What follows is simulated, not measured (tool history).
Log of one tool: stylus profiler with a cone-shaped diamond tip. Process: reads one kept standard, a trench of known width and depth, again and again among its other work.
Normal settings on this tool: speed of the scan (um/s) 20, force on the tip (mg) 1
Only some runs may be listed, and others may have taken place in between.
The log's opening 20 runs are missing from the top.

run     day  speed of the scan (um/s)  force on the tip (mg)  scans with this tip  hours of work since the height scale was calibrated  depth of the trench (nm)  width of the trench's floor (µm)
 21  10.138                        19                      1                 2130                                                  165                   100.518                              98.6
 22  10.596                         7                   1.81                 2212                                                  172                    100.74                             98.68
 23  11.221                        22                   0.54                 2323                                                  180                   100.358                             98.59
 24  11.833                        22                   0.62                 2432                                                  189                   100.398                             98.52
 25  12.438                        10                   2.49                 2539                                                  197                   100.918                             98.65
 26   13.05                        23                   2.43                 2649                                                  206                   100.904                             98.59
 27  13.475                        21                    0.4                 2725                                                  212                   100.317                             98.46
 28  14.171                        70                    0.9                 2848                                                  221                   100.485                             98.38
 29  14.567                        12                   1.57                 2919                                                  227                   100.695                             98.65
 30  14.971                        12                   1.57                 2991                                                  232                   100.696                             98.59
 31  15.533                        26                      1                 3091                                                  240                   100.527                             98.52
 32  16.096                         9                   2.98                 3191                                                  248                    101.03                             98.63
 33  16.446                         6                   1.59                 3254                                                  253                   100.698                             98.59
 34  16.754                        20                      1                 3309                                                  257                   100.522                             98.58
 35  17.362                        12                      1                 3417                                                  265                   100.521                             98.52
 36  17.838                        16                   0.36                 3501                                                  272                     100.3                             98.53
 37  18.433                        16                   0.36                 3608                                                  280                   100.295                             98.47

Each row is a separate what-if for the run after 37, all from the same tool condition, not one after another. Results?
  A  18.754                        20                    0.5                 3665                                                  285                         ?                                 ?
  B  18.754                        16                   1.04                 3665                                                  285                         ?                                 ?
  C  18.754                         5                   0.49                 3665                                                  285                         ?                                 ?
  D  18.754                        20                    0.9                 3665                                                  285                         ?                                 ?

run  depth of the trench (nm)  width of the trench's floor (µm)
  A                   100.377                             98.52
  B                    100.54                             98.52
  C                    100.37                             98.62
  D                   100.501                             98.51
What these runs would have given with no unlogged condition in the tool:
run  depth of the trench (nm)  width of the trench's floor (µm)
  A                    100.31                             98.65
  B                   100.473                             98.65
  C                   100.304                             98.75
  D                   100.434                             98.65
